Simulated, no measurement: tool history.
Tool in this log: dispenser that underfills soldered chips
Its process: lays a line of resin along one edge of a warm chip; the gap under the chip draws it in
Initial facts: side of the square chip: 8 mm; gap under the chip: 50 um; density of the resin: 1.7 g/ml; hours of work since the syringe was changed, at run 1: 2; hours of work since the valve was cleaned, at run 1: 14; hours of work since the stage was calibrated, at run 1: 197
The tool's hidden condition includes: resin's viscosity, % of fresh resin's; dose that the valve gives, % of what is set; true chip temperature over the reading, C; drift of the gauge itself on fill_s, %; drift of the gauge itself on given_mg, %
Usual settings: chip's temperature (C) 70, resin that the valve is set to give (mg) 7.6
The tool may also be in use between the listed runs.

| run | hour | chip's temperature (C) | resin that the valve is set to give (mg) | hours of work since the syringe was changed | hours of work since the valve was cleaned | hours of work since the stage was calibrated | time until the resin shows at the far edge (s) | resin that the valve gave (mg) |
|---|---|---|---|---|---|---|---|---|
| 1 | 0 | 70 | 7.6 | 2 | 14 | 197 | 49.2 | 7.58 |
| 2 | 7.3 | 70 | 7.6 | 6 | 19 | 202 | 63 | 7.42 |
|  | 9.5 | new syringe of resin |
| 3 | 13.2 | 70 | 7.6 | 2 | 22 | 205 | 51.5 | 7.48 |
| 4 | 18.1 | 70 | 7.6 | 5 | 25 | 208 | 62.5 | 7.54 |
|  | 21.2 | new syringe of resin |
| 5 | 24.6 | 70 | 7.6 | 2 | 29 | 212 | 51.6 | 7.45 |
| 6 | 29.9 | 81 | 7.6 | 6 | 32 | 216 | 43.8 | 7.4 |
|  | 33.3 | new syringe of resin |
| 7 | 37.2 | 81 | 7.6 | 2 | 37 | 220 | 35.9 | 7.45 |
| 8 | 42.4 | 70 | 9.3 | 6 | 40 | 223 | 61.6 | 8.98 |
|  | 45.1 | new syringe of resin |
| 9 | 50.9 | 71 | 9.3 | 4 | 45 | 229 | 51.9 | 8.93 |
| 10 | 55 | 70 | 7.6 | 6 | 48 | 231 | 63.8 | 7.37 |
|  | 57.1 | new syringe of resin |
| 11 | 63.1 | 70 | 7.6 | 4 | 53 | 236 | 55.4 | 7.35 |
| 12 | 67.8 | 70 | 7.6 | 7 | 56 | 239 | 65.8 | 7.25 |
|  | 69 | new syringe of resin |
| 13 | 76.2 | 72 | 7.46 | 5 | 61 | 244 | 55.2 | 7.12 |
|  | 80.7 | new syringe of resin |
| 14 | 82.9 | 56 | 7.03 | 1 | 65 | 248 | 82.7 | 6.71 |
| 15 | 89.5 | 73 | 7.77 | 6 | 69 | 252 | 55.3 | 7.35 |
|  | 92.5 | new syringe of resin |
| 16 | 96.3 | 64 | 8.75 | 2 | 73 | 256 | 61.3 | 8.32 |
| 17 | 100.2 | 70 | 9.34 | 5 | 75 | 259 | 57.5 | 8.75 |
|  | 104.4 | new syringe of resin |
| 18 | 106.9 | 70 | 9.34 | 2 | 79 | 263 | 47.7 | 8.79 |
| 19 | 114.7 | 75 | 7.42 | 6 | 84 | 268 | 55.5 | 7.02 |
|  | 116.6 | new syringe of resin |
| 20 | 120.8 | 75 | 7.42 | 3 | 88 | 271 | 46.4 | 6.85 |
| 21 | 125.1 | 70 | 8.9 | 5 | 91 | 274 | 61.7 | 8.32 |

3 options for the next run, each taken on its own from the tool as it stands now. Forecast them:
|  | 128.4 | new syringe of resin |
|  | 131.7 | dispensing valve cleaned and set on the balance |
| A | 133.8 | 69 | 9.28 | 3 | 1 | 279 | ? | ? |
|  | 128.4 | new syringe of resin |
|  | 131.7 | dispensing valve cleaned and set on the balance |
| B | 133.8 | 59 | 7.67 | 3 | 1 | 279 | ? | ? |
|  | 128.4 | new syringe of resin |
|  | 131.7 | dispensing valve cleaned and set on the balance |
| C | 133.8 | 70 | 8.12 | 3 | 1 | 279 | ? | ? |

| run | time until the resin shows at the far edge (s) | resin that the valve gave (mg) |
|---|---|---|
| A | 53.5 | 9.19 |
| B | 74.1 | 7.63 |
| C | 52.3 | 8.1 |
With no hidden state in the tool, these same runs would have given:
| run | time until the resin shows at the far edge (s) | resin that the valve gave (mg) |
|---|---|---|
| A | 43.4 | 9.2 |
| B | 60 | 7.63 |
| C | 42.5 | 8.11 |
